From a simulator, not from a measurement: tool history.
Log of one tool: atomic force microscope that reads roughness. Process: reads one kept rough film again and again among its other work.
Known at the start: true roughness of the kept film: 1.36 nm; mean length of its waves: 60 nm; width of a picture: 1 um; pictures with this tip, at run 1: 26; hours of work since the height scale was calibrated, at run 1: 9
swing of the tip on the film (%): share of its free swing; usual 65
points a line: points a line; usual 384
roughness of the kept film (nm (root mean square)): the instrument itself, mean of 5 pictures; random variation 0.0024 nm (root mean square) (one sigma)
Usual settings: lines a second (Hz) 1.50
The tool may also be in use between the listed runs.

run   hour  lines a second (Hz)  swing of the tip on the film (%)  points a line  pictures with this tip  hours of work since the height scale was calibrated  roughness of the kept film (nm (root mean square))
  1    0.0                 1.50                                65            384                      26                                                    9                                               1.322
  2   14.7                 1.50                                65            384                      48                                                   16                                               1.315
  3   49.7                 1.50                                65            384                     101                                                   34                                               1.314
  4   73.2                 1.50                                65            384                     136                                                   46                                               1.318
  5   92.1                 1.50                                65            782                     165                                                   56                                               1.315
  6  125.4                 1.50                                77            782                     215                                                   73                                               1.290
  7  150.7                 1.50                                65            384                     253                                                   86                                               1.316
  8  178.9                 1.50                                65            384                     295                                                  101                                               1.312
     192.9  -- new tip fitted
  9  200.3                 1.07                                65            384                      11                                                  112                                               1.332
 10  219.7                 1.07                                65            384                      40                                                  121                                               1.331
 11  237.7                 1.07                                65            384                      67                                                  131                                               1.331
 12  270.2                 1.07                                65            384                     116                                                  147                                               1.324
 13  295.2                 0.57                                68            384                     154                                                  160                                               1.328
 14  322.6                 2.99                                86            363                     195                                                  174                                               1.193
 15  346.9                 2.99                                86            363                     232                                                  187                                               1.192
 16  364.0                 0.66                                64            475                     257                                                  196                                               1.328
 17  395.4                 0.66                                64            475                     305                                                  212                                               1.325
     405.0  -- new tip fitted
 18  427.2                 0.66                                64            475                      33                                                  228                                               1.336
 19  461.8                 0.66                                64            475                      85                                                  246                                               1.338
 20  496.5                 0.66                                64            475                     137                                                  264                                               1.328
 21  526.2                 1.50                                65            340                     182                                                  279                                               1.310
 22  543.6                 1.50                                65            340                     208                                                  288                                               1.315
 23  575.2                 1.50                                76            384                     256                                                  304                                               1.292

4 ways to go on from here, each from the tool as it stands after run 23. What would each give?
  A  591.0                 0.63                                72            486                     280                                                  312                                                   ?
  B  591.0                 1.83                                62            357                     280                                                  312                                                   ?
  C  591.0                 3.92                                57            384                     280                                                  312                                                   ?
  D  591.0                 1.32                                76            384                     280                                                  312                                                   ?

run  roughness of the kept film (nm (root mean square))
  A                                               1.325
  B                                               1.309
  C                                               1.299
  D                                               1.293
Without the tool's hidden state the same runs would have given:
run  roughness of the kept film (nm (root mean square))
  A                                               1.334
  B                                               1.318
  C                                               1.308
  D                                               1.302

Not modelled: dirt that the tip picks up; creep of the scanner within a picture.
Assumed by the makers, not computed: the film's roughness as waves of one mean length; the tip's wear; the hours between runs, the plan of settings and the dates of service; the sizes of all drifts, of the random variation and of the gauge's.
